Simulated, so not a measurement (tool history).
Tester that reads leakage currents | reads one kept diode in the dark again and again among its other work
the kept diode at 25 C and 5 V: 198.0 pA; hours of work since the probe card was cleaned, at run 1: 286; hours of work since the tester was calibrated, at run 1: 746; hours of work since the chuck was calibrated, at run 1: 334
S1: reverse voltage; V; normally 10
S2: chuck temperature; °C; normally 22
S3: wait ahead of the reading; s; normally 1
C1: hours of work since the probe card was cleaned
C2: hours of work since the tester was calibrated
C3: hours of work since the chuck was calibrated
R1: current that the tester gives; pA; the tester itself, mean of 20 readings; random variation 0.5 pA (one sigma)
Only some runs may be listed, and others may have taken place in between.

| run | hour | S1 | S2 | S3 | C1 | C2 | C3 | R1 |
|---|---|---|---|---|---|---|---|---|
| 1 | 0 | 10 | 22 | 1 | 286 | 746 | 334 | 206.68 |
| 2 | 34.2 | 10 | 22 | 1 | 305 | 765 | 353 | 206.2 |
| 3 | 76.2 | 10 | 22 | 1 | 328 | 789 | 376 | 205.67 |
| 4 | 107.9 | 2.6 | 22 | 1 | 346 | 806 | 394 | 108.62 |
| 5 | 155.8 | 2.6 | 22 | 1 | 373 | 833 | 421 | 107.67 |
| 6 | 184.7 | 10 | 22 | 0.67 | 389 | 849 | 437 | 206.19 |
| 7 | 220.5 | 10 | 22 | 6.95 | 409 | 869 | 457 | 202.13 |
| 8 | 246.4 | 10 | 22 | 6.95 | 423 | 884 | 471 | 202.75 |
| 9 | 284.7 | 13.6 | 22 | 1 | 445 | 905 | 493 | 236.27 |
| 10 | 312.5 | 10 | 22 | 1.47 | 460 | 921 | 508 | 202.61 |
|  | 319.7 | probe card cleaned and baked |
| 11 | 360.8 | 10 | 22 | 1.16 | 23 | 946 | 533 | 203.53 |
|  | 379.4 | chuck's temperature calibrated |
| 12 | 387.4 | 10 | 22 | 1.16 | 37 | 960 | 4 | 212.67 |
| 13 | 425.4 | 10 | 21 | 1.16 | 58 | 981 | 26 | 193.68 |
| 14 | 449.4 | 10 | 22 | 1 | 71 | 994 | 39 | 211.79 |
|  | 460.6 | probe card cleaned and baked, once more |
| 15 | 481.4 | 10 | 22 | 1 | 12 | 1010 | 55 | 209.18 |
| 16 | 524.5 | 10 | 24 | 1.93 | 36 | 1034 | 79 | 250.2 |
| 17 | 571.1 | 3.6 | 50 | 2.93 | 62 | 1060 | 105 | 1368.06 |
| 18 | 608.8 | 1.5 | 24 | 3.24 | 83 | 1081 | 126 | 101.96 |
| 19 | 635.2 | 1.5 | 29 | 3.24 | 98 | 1096 | 141 | 160.09 |
| 20 | 658.7 | 5.9 | 48 | 1 | 111 | 1109 | 154 | 1464.44 |
| 21 | 703 | 7.6 | 34 | 1 | 135 | 1134 | 179 | 527.69 |
| 22 | 742 | 10 | 37 | 6.29 | 157 | 1156 | 201 | 771.8 |

The next listed run, before its measurement:
| 23 | 772.6 | 10 | 37 | 6.29 | 174 | 1173 | 218 | ? |

R1: 768.95 pA
Without the tool's hidden state the same run would have given R1 781.48 pA.
